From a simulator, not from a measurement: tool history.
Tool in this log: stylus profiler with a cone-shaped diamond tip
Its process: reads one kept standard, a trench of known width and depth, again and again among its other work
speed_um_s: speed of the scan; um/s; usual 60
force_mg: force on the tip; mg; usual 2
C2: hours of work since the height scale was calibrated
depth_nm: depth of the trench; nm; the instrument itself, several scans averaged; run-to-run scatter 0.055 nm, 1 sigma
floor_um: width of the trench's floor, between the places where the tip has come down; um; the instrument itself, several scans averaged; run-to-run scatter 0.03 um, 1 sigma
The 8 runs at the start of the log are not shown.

{"run": 9, "hour": 326.3, "speed_um_s": 60, "force_mg": 1.47, "scans with this tip": 5757, "C2": 470, "depth_nm": 201.81, "floor_um": 47.58}
{"run": 10, "hour": 353.7, "speed_um_s": 60, "force_mg": 1.47, "scans with this tip": 5996, "C2": 489, "depth_nm": 201.94, "floor_um": 47.57}
{"run": 11, "hour": 409.6, "speed_um_s": 109, "force_mg": 2, "scans with this tip": 6484, "C2": 529, "depth_nm": 202.34, "floor_um": 47.45}
{"run": 12, "hour": 462.3, "speed_um_s": 109, "force_mg": 2, "scans with this tip": 6944, "C2": 566, "depth_nm": 202.37, "floor_um": 47.35}
{"run": 13, "hour": 501.9, "speed_um_s": 60, "force_mg": 2, "scans with this tip": 7291, "C2": 595, "depth_nm": 202.47, "floor_um": 47.53}
{"run": 14, "hour": 541.6, "speed_um_s": 105, "force_mg": 2, "scans with this tip": 7637, "C2": 623, "depth_nm": 202.39, "floor_um": 47.4}
{"run": 15, "hour": 582.4, "speed_um_s": 60, "force_mg": 2, "scans with this tip": 7993, "C2": 652, "depth_nm": 202.4, "floor_um": 47.56}
{"run": 16, "hour": 627.9, "speed_um_s": 60, "force_mg": 2, "scans with this tip": 8390, "C2": 684, "depth_nm": 202.49, "floor_um": 47.51}
{"run": 17, "hour": 679.9, "speed_um_s": 60, "force_mg": 2, "scans with this tip": 8845, "C2": 721, "depth_nm": 202.52, "floor_um": 47.52}
{"run": 18, "hour": 725.9, "speed_um_s": 60, "force_mg": 2, "scans with this tip": 9246, "C2": 754, "depth_nm": 202.44, "floor_um": 47.45}
{"run": 19, "hour": 777.9, "speed_um_s": 60, "force_mg": 2, "scans with this tip": 9701, "C2": 791, "depth_nm": 202.45, "floor_um": 47.49}
{"run": 20, "hour": 808.0, "speed_um_s": 60, "force_mg": 2, "scans with this tip": 9964, "C2": 813, "depth_nm": 202.61, "floor_um": 47.46}
{"run": 21, "hour": 862.5, "speed_um_s": 60, "force_mg": 1.39, "scans with this tip": 10440, "C2": 852, "depth_nm": 202.12, "floor_um": 47.39}
{"run": 22, "hour": 896.7, "speed_um_s": 60, "force_mg": 1.39, "scans with this tip": 10739, "C2": 876, "depth_nm": 202.14, "floor_um": 47.3}
{"run": 23, "hour": 950.6, "speed_um_s": 60, "force_mg": 1.39, "scans with this tip": 11210, "C2": 914, "depth_nm": 202.08, "floor_um": 47.34}

Run 24 comes next. What will it give?
{"hour": 954.2, "done": "height scale calibrated on a step standard"}
{"run": 24, "hour": 1008.3, "speed_um_s": 26, "force_mg": 1.63, "scans with this tip": 11709, "C2": 38, "depth_nm": "?", "floor_um": "?"}

depth_nm: 202.32 nm
floor_um: 47.46 um
Minus the tool's unlogged condition, the same run would have read depth_nm 201.81 nm, floor_um 47.95 um.

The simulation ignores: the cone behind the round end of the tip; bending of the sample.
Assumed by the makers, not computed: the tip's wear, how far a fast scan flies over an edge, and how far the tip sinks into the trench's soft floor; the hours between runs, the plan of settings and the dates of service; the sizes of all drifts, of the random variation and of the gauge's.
